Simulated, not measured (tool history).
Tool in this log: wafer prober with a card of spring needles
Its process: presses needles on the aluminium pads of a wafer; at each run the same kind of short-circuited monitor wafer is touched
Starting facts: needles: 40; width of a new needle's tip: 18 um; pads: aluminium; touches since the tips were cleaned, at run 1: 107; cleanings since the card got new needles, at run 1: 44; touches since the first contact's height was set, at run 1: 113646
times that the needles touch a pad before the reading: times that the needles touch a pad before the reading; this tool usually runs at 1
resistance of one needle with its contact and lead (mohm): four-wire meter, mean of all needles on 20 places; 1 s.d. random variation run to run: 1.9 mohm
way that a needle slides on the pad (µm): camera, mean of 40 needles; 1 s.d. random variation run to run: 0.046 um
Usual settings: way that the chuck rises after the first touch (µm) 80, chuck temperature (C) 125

run   hour  way that the chuck rises after the first touch (µm)  chuck temperature (C)  times that the needles touch a pad before the reading  touches since the tips were cleaned  cleanings since the card got new needles  touches since the first contact's height was set  resistance of one needle with its contact and lead (mohm)  way that a needle slides on the pad (µm)
  1      0                                                   80                    125                                                      1                                  107                                        44                                            113646                                                        223                                     10.34
       4.3  -- tips cleaned on abrasive film
       9.5  -- tips cleaned on abrasive film
  2    9.7                                                   80                    125                                                      1                                  133                                        46                                            118995                                                        219                                     10.26
      14.2  -- tips cleaned on abrasive film
  3   18.2                                                   80                     46                                                      1                                 2277                                        47                                            123757                                                        296                                      10.4
      19.3  -- tips cleaned on abrasive film
      23.5  -- tips cleaned on abrasive film
      27.9  -- tips cleaned on abrasive film
  4   28.4                                                   80                     56                                                      1                                  292                                        50                                            129330                                                        222                                     10.24
      32.8  -- tips cleaned on abrasive film
  5   35.1                                                   80                     56                                                      1                                 1330                                        51                                            133045                                                        266                                     10.33
      37.4  -- tips cleaned on abrasive film
  6     40                                                   80                    125                                                      1                                 1462                                        52                                            135705                                                        283                                     10.34
      41.7  -- tips cleaned on abrasive film
      46.2  -- tips cleaned on abrasive film
  7   49.6                                                   80                    125                                                      1                                 1897                                        54                                            141020                                                        296                                     10.31
      50.6  -- tips cleaned on abrasive film
      54.8  -- tips cleaned on abrasive film
  8   57.4                                                   80                    125                                                      1                                 1472                                        56                                            145333                                                        276                                     10.26
      59.2  -- tips cleaned on abrasive film
  9     63                                                   80                    125                                                      1                                 2178                                        57                                            148418                                                        299                                     10.24
      63.6  -- tips cleaned on abrasive film
      68.2  -- tips cleaned on abrasive film
        73  -- tips cleaned on abrasive film
 10   73.1                                                   80                    125                                                      1                                   44                                        60                                            153922                                                        210                                     10.17
      77.7  -- tips cleaned on abrasive film
 11   79.5                                                   80                    125                                                      1                                 1024                                        61                                            157464                                                        260                                     10.19
        82  -- tips cleaned on abrasive film
      86.3  -- tips cleaned on abrasive film
 12   87.9                                                   80                    125                                                      1                                  921                                        63                                            162109                                                        257                                     10.17
      90.8  -- tips cleaned on abrasive film
      95.2  -- tips cleaned on abrasive film
 13   98.4                                                   80                    125                                                      1                                 1773                                        65                                            167874                                                        281                                     10.11
      99.8  -- tips cleaned on abrasive film
     104.4  -- tips cleaned on abrasive film
 14  104.4                                                   80                     96                                                      1                                    0                                        67                                            171147                                                        213                                     10.15
     109.3  -- tips cleaned on abrasive film
     113.6  -- height of the first contact set anew
     114.5  -- tips cleaned on abrasive film
 15  115.8                                                   80                    125                                                      1                                  733                                        69                                              1162                                                        243                                     10.77
       119  -- tips cleaned on abrasive film
     123.5  -- tips cleaned on abrasive film
 16  127.4                                                   80                    125                                                      1                                 2209                                        71                                              7612                                                        293                                     10.79
     128.2  -- tips cleaned on abrasive film
     132.4  -- tips cleaned on abrasive film
 17  135.4                                                   96                    125                                                      1                                 1648                                        73                                             11964                                                        251                                     12.98
     137.1  -- tips cleaned on abrasive film
     141.3  -- tips cleaned on abrasive film
 18  145.1                                                   80                     31                                                      1                                 2137                                        75                                             17326                                                        288                                      10.8
     146.2  -- tips cleaned on abrasive film
     150.7  -- tips cleaned on abrasive film
 19  150.7                                                   88                     38                                                      1                                    0                                        77                                             20364                                                        191                                     11.81
     154.9  -- tips cleaned on abrasive film
 20  156.8                                                   73                     26                                                      2                                 1058                                        78                                             23741                                                        232                                      9.68
       160  -- tips cleaned on abrasive film
     164.6  -- tips cleaned on abrasive film
 21  164.6                                                   67                     27                                                      2                                    0                                        80                                             28032                                                        195                                      8.97
     169.1  -- tips cleaned on abrasive film
 22  171.2                                                   67                    106                                                      2                                 1213                                        81                                             31715                                                        252                                      9.01
     173.3  -- tips cleaned on abrasive film
     178.3  -- tips cleaned on abrasive film
 23  180.7                                                   67                    106                                                      2                                 1333                                        83                                             36937                                                        259                                      8.95
     182.6  -- tips cleaned on abrasive film
       187  -- tips cleaned on abrasive film
 24  189.7                                                   70                    106                                                      3                                 1523                                        85                                             41921                                                        236                                      9.31
     191.9  -- tips cleaned on abrasive film
     196.2  -- tips cleaned on abrasive film
     200.4  -- tips cleaned on abrasive film
 25  200.4                                                   70                    106                                                      3                                    0                                        88                                             47757                                                        212                                      9.31
     204.7  -- tips cleaned on abrasive film
     209.2  -- tips cleaned on abrasive film
 26  209.2                                                   69                     46                                                      3                                    7                                        90                                             52595                                                        188                                      9.13
     213.8  -- tips cleaned on abrasive film
 27  214.8                                                   88                    114                                                      2                                  581                                        91                                             55714                                                        218                                     11.67
     218.1  -- tips cleaned on abrasive film
     222.3  -- tips cleaned on abrasive film
 28  222.3                                                   67                    108                                                      2                                    0                                        93                                             59813                                                        213                                      8.84
     227.1  -- tips cleaned on abrasive film
     231.3  -- tips cleaned on abrasive film
 29  231.8                                                   67                    108                                                      2                                  298                                        95                                             65039                                                        224                                      8.84
     235.5  -- tips cleaned on abrasive film
 30  237.6                                                   88                    125                                                      1                                 1145                                        96                                             68232                                                        255                                      11.6
     239.7  -- tips cleaned on abrasive film
     244.1  -- tips cleaned on abrasive film
 31  247.3                                                   66                    125                                                      1                                 1822                                        98                                             73639                                                        324                                      8.63
     248.7  -- tips cleaned on abrasive film
     253.3  -- tips cleaned on abrasive film
 32  256.9                                                   61                     48                                                      1                                 1985                                       100                                             78884                                                        362                                      7.92

Some steps in resistance of one needle with its contact and lead (mohm) between neighbouring runs. How much of each would the tool show without its hidden state too (settings, what came in, random variation), and how much is left for the hidden state, with any gauge scatter that isn't in both results?
Hidden state at play: debris on the tips, nm; way that the needles fall short of the set height, um; tips' diameter, um; drift of the gauge itself on contact_mohm, %; drift of the gauge itself on scrub_um, %.
Run 2 -> 3: chuck temperature (C) 125 -> 46, tips cleaned on abrasive film. resistance of one needle with its contact and lead (mohm) +77: hidden state +92, all else -15.
Run 9 -> 10: tips cleaned on abrasive film, tips cleaned on abrasive film, tips cleaned on abrasive film. resistance of one needle with its contact and lead (mohm) -89: hidden state -86, all else -3.
Run 18 -> 19: way that the chuck rises after the first touch (µm) 80 -> 88, chuck temperature (C) 31 -> 38, tips cleaned on abrasive film, tips cleaned on abrasive film. resistance of one needle with its contact and lead (mohm) -97: hidden state -93, all else -4.
